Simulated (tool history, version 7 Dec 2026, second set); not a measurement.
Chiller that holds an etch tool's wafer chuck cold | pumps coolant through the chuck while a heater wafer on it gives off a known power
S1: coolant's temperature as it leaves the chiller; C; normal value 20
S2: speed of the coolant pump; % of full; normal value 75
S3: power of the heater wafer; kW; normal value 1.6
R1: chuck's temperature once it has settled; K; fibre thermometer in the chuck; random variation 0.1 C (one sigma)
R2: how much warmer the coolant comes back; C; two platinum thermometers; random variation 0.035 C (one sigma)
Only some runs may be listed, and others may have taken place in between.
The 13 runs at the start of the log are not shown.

{"run": 14, "hour": 939.6, "S1": 12, "S2": 75, "S3": 1.6, "R1": 299.35, "R2": 6.24}
{"run": 15, "hour": 1025.6, "S1": 12, "S2": 75, "S3": 1.6, "R1": 299.35, "R2": 6.17}
{"run": 16, "hour": 1121.3, "S1": 12, "S2": 75, "S3": 1.6, "R1": 299.35, "R2": 6.18}
{"run": 17, "hour": 1187.4, "S1": 12, "S2": 75, "S3": 1.6, "R1": 299.55, "R2": 6.14}
{"run": 18, "hour": 1241.4, "S1": 11, "S2": 90, "S3": 2.358, "R1": 302.35, "R2": 7.43}
{"run": 19, "hour": 1304.0, "S1": 23, "S2": 81, "S3": 0.804, "R1": 302.85, "R2": 2.86}
{"run": 20, "hour": 1362.9, "S1": 14, "S2": 95, "S3": 0.804, "R1": 293.15, "R2": 2.36}
{"run": 21, "hour": 1434.9, "S1": 15, "S2": 86, "S3": 1.6, "R1": 300.95, "R2": 5.3}
{"run": 22, "hour": 1533.3, "S1": 15, "S2": 86, "S3": 1.6, "R1": 301.15, "R2": 5.32}
{"run": 23, "hour": 1610.0, "S1": 15, "S2": 86, "S3": 1.6, "R1": 301.05, "R2": 5.32}
{"run": 24, "hour": 1706.0, "S1": 15, "S2": 86, "S3": 1.6, "R1": 301.25, "R2": 5.39}
{"run": 25, "hour": 1766.0, "S1": 15, "S2": 86, "S3": 1.6, "R1": 301.15, "R2": 5.33}
{"run": 26, "hour": 1836.9, "S1": 15, "S2": 86, "S3": 1.6, "R1": 301.15, "R2": 5.32}
{"run": 27, "hour": 1884.7, "S1": 15, "S2": 68, "S3": 0.825, "R1": 296.35, "R2": 3.56}
{"run": 28, "hour": 1955.3, "S1": 16, "S2": 70, "S3": 2.365, "R1": 312.25, "R2": 10.02}
{"run": 29, "hour": 2042.8, "S1": 25, "S2": 98, "S3": 2.365, "R1": 315.55, "R2": 6.84}
{"run": 30, "hour": 2137.8, "S1": 25, "S2": 80, "S3": 0.95, "R1": 306.45, "R2": 3.52}
{"hour": 2155.9, "done": "coolant changed, channels flushed"}
{"run": 31, "hour": 2221.2, "S1": 20, "S2": 88, "S3": 1.919, "R1": 306.95, "R2": 6.22}

Alternative continuations, all from the tool just after run 31; predict every row:
{"run": "A", "hour": 2262.9, "S1": 13, "S2": 84, "S3": 1.364, "R1": "?", "R2": "?"}
{"run": "B", "hour": 2262.9, "S1": 19, "S2": 88, "S3": 2.311, "R1": "?", "R2": "?"}
{"run": "C", "hour": 2262.9, "S1": 20, "S2": 75, "S3": 1.244, "R1": "?", "R2": "?"}
{"run": "D", "hour": 2262.9, "S1": 23, "S2": 62, "S3": 1.891, "R1": "?", "R2": "?"}
{"run": "E", "hour": 2262.9, "S1": 13, "S2": 64, "S3": 0.832, "R1": "?", "R2": "?"}

run=A R1=296.25 R2=4.71
run=B R1=308.85 R2=7.58
run=C R1=303.35 R2=4.87
run=D R1=314.45 R2=9.2
run=E R1=294.05 R2=3.89
Without the tool's unlogged condition, the same runs would have read:
run=A R1=295.55 R2=4.35
run=B R1=307.65 R2=7
run=C R1=302.55 R2=4.49
run=D R1=313.15 R2=8.49
run=E R1=293.35 R2=3.59
